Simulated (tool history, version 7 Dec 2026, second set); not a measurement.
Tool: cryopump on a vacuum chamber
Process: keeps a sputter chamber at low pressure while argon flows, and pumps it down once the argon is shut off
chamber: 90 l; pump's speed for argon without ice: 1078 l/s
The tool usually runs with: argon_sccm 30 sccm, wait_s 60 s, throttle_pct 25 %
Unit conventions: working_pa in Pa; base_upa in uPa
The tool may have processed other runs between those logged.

run   hour  argon_sccm  wait_s  throttle_pct  working_pa  base_upa
  1      0          30      60            25      0.2115      3.97
  2   12.6          30      60            25      0.2113       3.9
  3   34.9          30      60            25      0.2125      3.92
  4   53.4          30      60            25      0.2123      4.11
      75.6  -- pump warmed up, emptied and cooled again
  5   81.2          30      60            25      0.1894       3.3
  6  106.6          30      60            25      0.1906      3.36
  7  119.8          30     116            25      0.1896      2.47
  8  147.1          30     162            25      0.1909      2.24
  9  163.7          24      27            51      0.0744      5.99
 10  182.7          24     291            51      0.0766      1.99
 11    207          24     291            51      0.0763      2.04
 12  228.2          14      60            25      0.0887      3.63
 13  254.5          16      71            43      0.0604      3.35

Below, each run's measurement less what the same run would have read without the hidden state. Both values contain the same run-to-run variation, but the gauge's scatter may not be the same in both:
Hidden conditions of the tool in this case: pump's speed, % of a pump's without ice; cold plate's temperature, K; leak into the chamber, uPa l/s; drift of the gauge itself on working_pa, %; drift of the gauge itself on base_upa, %.
run  working_pa  base_upa
  1     +0.0232     +1.62
  2     +0.0235     +1.61
  3     +0.0244     +1.67
  4     +0.0251     +1.76
  5     +0.0006     +1.06
  6     +0.0011     +1.12
  7     +0.0014     +1.16
  8     +0.0019     +1.22
  9     +0.0017     +1.24
 10      +0.002     +1.27
 11     +0.0023     +1.35
 12     +0.0016     +1.35
 13     +0.0021      +1.4

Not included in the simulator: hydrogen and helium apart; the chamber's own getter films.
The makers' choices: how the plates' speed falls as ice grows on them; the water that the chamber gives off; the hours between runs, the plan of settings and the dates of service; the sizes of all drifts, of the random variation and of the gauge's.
